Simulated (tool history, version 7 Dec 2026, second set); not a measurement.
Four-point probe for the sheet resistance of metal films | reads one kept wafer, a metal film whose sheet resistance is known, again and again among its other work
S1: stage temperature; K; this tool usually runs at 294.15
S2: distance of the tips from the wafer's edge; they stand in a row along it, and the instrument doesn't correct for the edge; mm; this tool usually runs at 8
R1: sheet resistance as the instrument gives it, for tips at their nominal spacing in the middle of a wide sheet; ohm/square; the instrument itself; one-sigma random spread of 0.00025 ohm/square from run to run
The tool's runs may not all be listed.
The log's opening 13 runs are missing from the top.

run    hour      S1  S2        R1
 14  1272.6  294.15   8  1.249305
 15  1385.3  294.15   8  1.249368
 16  1510.8  294.15  29  1.234136
 17  1598.6  294.15   8  1.249652
 18    1654  294.15   8  1.249389
 19  1787.4  298.15   8  1.247266
 20  1846.8  298.15   8   1.24802
 21  1960.2  298.15   8  1.247632
 22  2065.9  294.15   7  1.253522
 23  2152.4  294.15   7  1.254635
 24  2236.4  294.15   7  1.254828
     2314.3  -- stage's thermometer calibrated
 25  2329.8  294.15   3  1.340331

Predict the results of run 26:
 26  2415  298.15  12   ?

Run 26 produced R1 1.238318 ohm/square.
Without the tool's hidden state the same run would have given R1 1.238376 ohm/square.
